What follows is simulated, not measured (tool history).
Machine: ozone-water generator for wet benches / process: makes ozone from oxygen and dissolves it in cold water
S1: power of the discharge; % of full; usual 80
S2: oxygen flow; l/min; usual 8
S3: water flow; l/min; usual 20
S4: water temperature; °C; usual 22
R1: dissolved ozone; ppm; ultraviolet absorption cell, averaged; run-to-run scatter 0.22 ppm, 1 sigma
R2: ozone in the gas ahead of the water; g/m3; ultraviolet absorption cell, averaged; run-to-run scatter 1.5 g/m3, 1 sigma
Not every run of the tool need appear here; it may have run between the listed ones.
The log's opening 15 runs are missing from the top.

Run 16, hour 700.9: usual settings. Result: R1 32.8 ppm, R2 294 g/m3.
Run 17, hour 731.6: usual settings but S1 49 % of full. Result: R1 21.2 ppm, R2 192.5 g/m3.
Run 18, hour 768.4: usual settings but S1 99 % of full, S2 4.09 l/min, S3 18 l/min, S4 19 °C. Result: R1 43.6 ppm, R2 481.2 g/m3.
Run 19, hour 811.1: usual settings but S3 17 l/min. Result: R1 36.7 ppm, R2 295.7 g/m3.
Run 20, hour 864.3: usual settings but S2 4.52 l/min, S3 17 l/min. Result: R1 36.8 ppm, R2 379.9 g/m3.
Run 21, hour 905.6: usual settings but S2 4.52 l/min, S3 17 l/min. Result: R1 36.2 ppm, R2 380.1 g/m3.
Run 22, hour 938.1: usual settings but S1 57 % of full, S3 24 l/min, S4 29 °C. Result: R1 18.8 ppm, R2 219 g/m3.
Run 23, hour 964.5: usual settings but S1 40 % of full, S4 24 °C. Result: R1 17.4 ppm, R2 160.6 g/m3.
Run 24, hour 995.2: usual settings but S1 40 % of full, S4 24 °C. Result: R1 17.2 ppm, R2 161.5 g/m3.
Run 25, hour 1030.3: usual settings but S2 4.8 l/min, S3 12 l/min. Result: R1 47.5 ppm, R2 375 g/m3.
Run 26, hour 1075.2: usual settings but S2 4.8 l/min, S3 12 l/min. Result: R1 47.6 ppm, R2 371.7 g/m3.
Run 27, hour 1106.4: usual settings but S2 4.8 l/min, S3 12 l/min, S4 16 °C. Result: R1 52.2 ppm, R2 371.2 g/m3.
Run 28, hour 1159.4: usual settings but S1 50 % of full, S2 11.9 l/min, S4 16 °C. Result: R1 24 ppm, R2 165 g/m3.
Run 29, hour 1217.9: usual settings but S1 74 % of full, S3 23 l/min. Result: R1 27.7 ppm, R2 275.2 g/m3.
Run 30, hour 1270.5: usual settings but S1 55 % of full, S2 4.2 l/min, S3 30 l/min, S4 18 °C. Result: R1 16.2 ppm, R2 287.7 g/m3.
Run 31, hour 1327.9: usual settings but S1 55 % of full, S2 4.2 l/min, S3 30 l/min, S4 18 °C. Result: R1 16.3 ppm, R2 288 g/m3.
Run 32, hour 1359.4: usual settings but S1 51 % of full, S4 17 °C. Result: R1 24.2 ppm, R2 201.1 g/m3.
At hour 1383.5: contactor cleaned.
Run 33, hour 1412: usual settings but S1 51 % of full, S4 17 °C. Result: R1 24.1 ppm, R2 200.3 g/m3.
Run 34, hour 1453.4: usual settings but S1 85 % of full, S4 15 °C. Result: R1 38.8 ppm, R2 310.7 g/m3.

3 ways to go on from here, each from the tool as it stands after run 34. What would each give?
Run A, hour 1485.9: usual settings but S3 13 l/min. Result: R1 ?, R2 ?.
Run B, hour 1485.9: usual settings but S1 55 % of full, S4 17 °C. Result: R1 ?, R2 ?.
Run C, hour 1485.9: usual settings but S2 5.53 l/min, S3 18 l/min. Result: R1 ?, R2 ?.

run    R1     R2
  A  42.9  298.3
  B  25.8  215.2
  C  35.1  352.1
What these runs would have given with no unlogged condition in the tool:
run    R1     R2
  A    43  292.7
  B  25.8    211
  C  35.2  345.4

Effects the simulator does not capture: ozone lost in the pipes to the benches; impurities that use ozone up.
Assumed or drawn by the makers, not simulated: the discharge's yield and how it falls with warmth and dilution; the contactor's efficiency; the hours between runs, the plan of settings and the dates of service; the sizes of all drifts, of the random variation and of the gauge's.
